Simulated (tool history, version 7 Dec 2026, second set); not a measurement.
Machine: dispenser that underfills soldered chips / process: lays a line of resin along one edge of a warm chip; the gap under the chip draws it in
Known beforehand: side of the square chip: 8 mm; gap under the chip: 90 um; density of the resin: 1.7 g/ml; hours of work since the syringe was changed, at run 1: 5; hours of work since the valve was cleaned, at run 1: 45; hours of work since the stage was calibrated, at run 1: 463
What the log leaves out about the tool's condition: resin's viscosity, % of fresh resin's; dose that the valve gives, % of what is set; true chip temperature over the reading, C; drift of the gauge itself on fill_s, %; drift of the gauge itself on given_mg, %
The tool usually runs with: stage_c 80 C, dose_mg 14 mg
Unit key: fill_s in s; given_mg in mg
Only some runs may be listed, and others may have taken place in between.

| run | day | stage_c | dose_mg | hours of work since the syringe was changed | hours of work since the valve was cleaned | hours of work since the stage was calibrated | fill_s | given_mg |
|---|---|---|---|---|---|---|---|---|
| 1 | 0 | 80 | 14 | 5 | 45 | 463 | 48.9 | 13.77 |
|  | 0.1 | new syringe of resin |
| 2 | 0.375 | 80 | 14 | 5 | 51 | 469 | 50.3 | 13.72 |
|  | 0.467 | new syringe of resin |
| 3 | 0.704 | 80 | 14 | 4 | 57 | 475 | 46.7 | 13.69 |
|  | 0.858 | new syringe of resin |
| 4 | 1.062 | 78 | 14 | 4 | 63 | 481 | 49.5 | 13.67 |
|  | 1.262 | new syringe of resin |
|  | 1.642 | new syringe of resin |
| 5 | 1.7 | 78 | 14 | 1 | 73 | 491 | 38.1 | 13.63 |
|  | 2.012 | new syringe of resin |
| 6 | 2.021 | 78 | 14 | 0 | 79 | 497 | 36.6 | 13.54 |
| 7 | 2.325 | 78 | 14 | 5 | 84 | 502 | 57.8 | 13.53 |
|  | 2.4 | new syringe of resin |
|  | 2.546 | dispensing valve cleaned and set on the balance |
| 8 | 2.717 | 80 | 14 | 5 | 3 | 508 | 50.9 | 13.95 |
|  | 2.825 | new syringe of resin |
|  | 3.192 | new syringe of resin |
| 9 | 3.342 | 80 | 14 | 3 | 14 | 519 | 41.3 | 13.88 |
|  | 3.575 | new syringe of resin |
| 10 | 3.812 | 80 | 14 | 4 | 22 | 527 | 46.3 | 13.84 |
|  | 3.933 | new syringe of resin |
| 11 | 4.271 | 80 | 14 | 6 | 29 | 534 | 55.4 | 13.8 |
|  | 4.317 | new syringe of resin |
|  | 4.675 | new syringe of resin |
| 12 | 4.675 | 80 | 14 | 0 | 36 | 541 | 32 | 13.78 |
|  | 5.033 | stage's temperature calibrated |
|  | 5.104 | new syringe of resin |
| 13 | 5.396 | 80 | 14 | 5 | 48 | 6 | 56.3 | 13.78 |
|  | 5.458 | new syringe of resin |
|  | 5.838 | new syringe of resin |
| 14 | 6.062 | 80 | 12.9 | 4 | 59 | 17 | 50.2 | 12.62 |
|  | 6.225 | new syringe of resin |
|  | 6.583 | new syringe of resin |
| 15 | 6.683 | 80 | 12.9 | 2 | 69 | 28 | 41 | 12.49 |
|  | 6.967 | new syringe of resin |
| 16 | 7.238 | 80 | 14 | 5 | 79 | 37 | 52.4 | 13.54 |
|  | 7.346 | new syringe of resin |
| 17 | 7.612 | 85 | 16.4 | 5 | 85 | 44 | 40.9 | 15.8 |
|  | 7.717 | new syringe of resin |
|  | 7.758 | dispensing valve cleaned and set on the balance |
|  | 8.117 | new syringe of resin |
| 18 | 8.317 | 78 | 14 | 3 | 10 | 55 | 52.8 | 13.94 |
|  | 8.512 | new syringe of resin |
| 19 | 8.604 | 85 | 14.6 | 2 | 14 | 60 | 31.6 | 14.42 |
|  | 8.888 | new syringe of resin |
| 20 | 8.9 | 75 | 17.7 | 0 | 19 | 65 | 42.7 | 17.46 |
|  | 9.242 | new syringe of resin |
|  | 9.6 | new syringe of resin |
| 21 | 9.6 | 75 | 17.7 | 0 | 31 | 76 | 42.3 | 17.45 |
|  | 9.983 | new syringe of resin |
| 22 | 10.067 | 87 | 17.2 | 1 | 39 | 84 | 27.3 | 16.85 |
|  | 10.35 | new syringe of resin |
| 23 | 10.404 | 75 | 12.3 | 1 | 45 | 90 | 48.4 | 12.04 |
|  | 10.721 | new syringe of resin |
| 24 | 10.788 | 84 | 17 | 1 | 51 | 97 | 31.5 | 16.57 |
|  | 11.112 | new syringe of resin |
| 25 | 11.438 | 67 | 17.2 | 6 | 63 | 108 | 102.7 | 16.73 |
|  | 11.504 | new syringe of resin |
|  | 11.858 | new syringe of resin |
| 26 | 11.858 | 67 | 17.2 | 0 | 69 | 115 | 62.6 | 16.67 |
|  | 12.242 | new syringe of resin |
| 27 | 12.508 | 77 | 13.7 | 5 | 81 | 126 | 60.6 | 13.3 |
|  | 12.596 | new syringe of resin |
| 28 | 12.846 | 71 | 14.2 | 4 | 86 | 132 | 77.8 | 13.7 |
|  | 12.942 | dispensing valve cleaned and set on the balance |
|  | 13.012 | new syringe of resin |
| 29 | 13.267 | 71 | 14.2 | 4 | 5 | 138 | 75.1 | 14.16 |
|  | 13.396 | new syringe of resin |
| 30 | 13.617 | 68 | 16.8 | 4 | 11 | 144 | 81.7 | 16.76 |
|  | 13.754 | new syringe of resin |
|  | 14.117 | new syringe of resin |
| 31 | 14.154 | 91 | 13 | 1 | 20 | 153 | 22.7 | 12.88 |
|  | 14.479 | new syringe of resin |
| 32 | 14.688 | 91 | 13 | 4 | 29 | 162 | 31 | 12.8 |

Below are 3 alternative next runs, each starting from the tool's condition after run 32. Predict each:
|  | 14.867 | new syringe of resin |
| A | 14.988 | 77 | 18 | 2 | 35 | 167 | ? | ? |
|  | 14.867 | new syringe of resin |
| B | 14.988 | 75 | 13 | 2 | 35 | 167 | ? | ? |
|  | 14.867 | new syringe of resin |
| C | 14.988 | 78 | 14.1 | 2 | 35 | 167 | ? | ? |

| run | fill_s | given_mg |
|---|---|---|
| A | 46.6 | 17.69 |
| B | 52.8 | 12.78 |
| C | 44.4 | 13.91 |
Stripped of hidden state, with their random variation kept, the same runs would have yielded:
| run | fill_s | given_mg |
|---|---|---|
| A | 39.6 | 17.97 |
| B | 44.6 | 12.99 |
| C | 37.6 | 14.13 |

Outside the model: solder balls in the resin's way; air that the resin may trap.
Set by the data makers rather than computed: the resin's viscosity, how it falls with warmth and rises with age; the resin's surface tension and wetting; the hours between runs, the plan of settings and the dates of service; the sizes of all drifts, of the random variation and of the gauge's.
